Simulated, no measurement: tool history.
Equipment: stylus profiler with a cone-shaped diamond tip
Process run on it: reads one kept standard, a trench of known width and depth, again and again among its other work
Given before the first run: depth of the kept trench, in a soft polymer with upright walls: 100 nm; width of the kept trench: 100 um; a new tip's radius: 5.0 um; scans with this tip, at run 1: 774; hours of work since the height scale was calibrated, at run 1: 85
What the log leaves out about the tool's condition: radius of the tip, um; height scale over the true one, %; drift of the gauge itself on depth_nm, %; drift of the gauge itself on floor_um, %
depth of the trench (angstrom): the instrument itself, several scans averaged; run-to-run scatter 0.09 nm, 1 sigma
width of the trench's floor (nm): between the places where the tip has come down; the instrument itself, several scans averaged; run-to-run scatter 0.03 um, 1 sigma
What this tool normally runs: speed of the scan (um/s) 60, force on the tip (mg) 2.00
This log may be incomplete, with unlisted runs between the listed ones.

run   hour  speed of the scan (um/s)  force on the tip (mg)  scans with this tip  hours of work since the height scale was calibrated  depth of the trench (angstrom)  width of the trench's floor (nm)
  1    0.0                        60                   2.00                  774                                                   85                          1013.5                             97790
  2   11.4                        60                   2.00                  829                                                   91                          1013.8                             97790
  3   27.9                        60                   2.00                  908                                                   99                          1012.8                             97800
  4   40.8                       195                   2.00                  970                                                  106                          1014.8                             97390
  5   66.1                        42                   2.00                 1091                                                  119                          1012.8                             97800
  6   78.8                        42                   4.16                 1152                                                  126                          1022.1                             97830
  7  105.7                        60                   2.00                 1281                                                  140                          1013.5                             97730
  8  126.9                        60                   5.17                 1383                                                  151                          1022.9                             97790
  9  153.7                       202                   0.77                 1512                                                  165                          1008.9                             96970
 10  169.6                       202                   0.77                 1588                                                  174                          1007.1                             96930
 11  186.6                        36                   0.75                 1669                                                  182                          1007.5                             97720
 12  214.3                        36                   0.75                 1802                                                  197                          1009.9                             97630
 13  230.1                        36                   0.75                 1878                                                  205                          1008.5                             97730
 14  241.6                        36                   0.75                 1934                                                  211                          1007.9                             97640
 15  262.1                        33                   0.85                 2032                                                  222                          1009.8                             97680

Forecast each of these 3 alternatives for the next run:
  A  278.3                        15                   1.72                 2109                                                  231                               ?                                 ?
  B  278.3                       124                   5.05                 2109                                                  231                               ?                                 ?
  C  278.3                        33                   4.68                 2109                                                  231                               ?                                 ?

run  depth of the trench (angstrom)  width of the trench's floor (nm)
  A                          1012.8                             97770
  B                          1025.1                             97620
  C                          1024.0                             97740
Without the tool's unlogged condition, the same runs would have read:
run  depth of the trench (angstrom)  width of the trench's floor (nm)
  A                          1011.4                             97960
  B                          1023.6                             97800
  C                          1022.5                             97920
